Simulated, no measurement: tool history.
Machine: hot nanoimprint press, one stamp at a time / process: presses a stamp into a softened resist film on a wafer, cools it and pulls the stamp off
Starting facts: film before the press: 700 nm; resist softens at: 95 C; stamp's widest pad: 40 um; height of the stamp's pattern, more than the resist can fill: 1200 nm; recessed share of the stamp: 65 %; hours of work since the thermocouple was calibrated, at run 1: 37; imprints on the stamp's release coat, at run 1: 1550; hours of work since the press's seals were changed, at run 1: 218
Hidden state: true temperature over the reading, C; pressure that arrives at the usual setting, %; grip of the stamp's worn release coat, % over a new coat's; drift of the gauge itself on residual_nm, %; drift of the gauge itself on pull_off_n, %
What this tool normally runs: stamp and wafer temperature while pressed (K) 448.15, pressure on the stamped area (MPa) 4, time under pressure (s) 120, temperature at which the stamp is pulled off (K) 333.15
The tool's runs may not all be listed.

run,hour,stamp and wafer temperature while pressed (K),pressure on the stamped area (MPa),time under pressure (s),temperature at which the stamp is pulled off (K),hours of work since the thermocouple was calibrated,imprints on the stamp's release coat,hours of work since the press's seals were changed,resist left under the stamp's widest pad (Å),greatest force while the stamp is pulled off (N)
1,0,448.15,4,120,333.15,37,1550,218,2623,320
2,19.8,448.15,4,120,333.15,45,1602,226,2603,320
3,32.3,448.15,4,120,333.15,50,1635,231,2608,318
4,52.7,448.15,4,120,333.15,58,1688,239,2594,326
5,63.9,448.15,4,120,333.15,63,1717,243,2625,332
6,81.1,448.15,4,120,333.15,70,1762,250,2652,327
7,96.2,448.15,3.3,120,333.15,76,1801,257,2846,337
8,108.8,438.15,4,120,333.15,81,1834,262,3671,330
9,118.3,438.15,4,120,333.15,85,1859,266,3669,336
# hour 127.9: stamp cleaned and given a new release coat
10,133.5,438.15,4,120,333.15,88,15,269,3665,229
11,144.8,438.15,4,120,333.15,93,44,274,3699,225
12,164.3,448.15,4,120,333.15,101,95,282,2644,243
13,177.9,448.15,4,120,333.15,106,130,287,2636,237
14,193,448.15,4,120,333.15,112,169,293,2624,246
15,205.5,448.15,4,120,333.15,118,202,298,2617,235
16,221.5,455.15,3.22,67,339.15,124,244,305,2917,204
17,240.7,455.15,3.22,67,339.15,132,294,313,2896,206
18,250.6,455.15,3.22,67,339.15,136,320,317,2926,218
19,271.3,445.15,6.14,120,332.15,144,373,325,2397,257
20,283.4,448.15,5.21,79,333.15,149,405,330,2772,251
21,293.3,452.15,4,184,333.15,153,431,334,1930,256
22,307,452.15,4,184,333.15,159,466,340,1896,259
23,328.3,452.15,4,184,333.15,167,522,348,1925,258
24,341.7,448.15,3.4,137,332.15,173,557,354,2694,273
25,354.2,438.15,3.04,87,329.15,178,589,359,4540,283
26,371,448.15,3.46,120,332.15,185,633,365,2794,267
27,383.3,448.15,6.17,120,322.15,190,665,370,2156,335

For run 28, what comes out?
28,395.8,448.15,2.79,67,333.15,195,698,375,?,?

{"run 28": {"resist left under the stamp's widest pad (Å)": 3845, "greatest force while the stamp is pulled off (N)": 272}}
On a tool with no hidden condition, and with the same random variation, this run would have come out at resist left under the stamp's widest pad (Å) 3741, greatest force while the stamp is pulled off (N) 227.
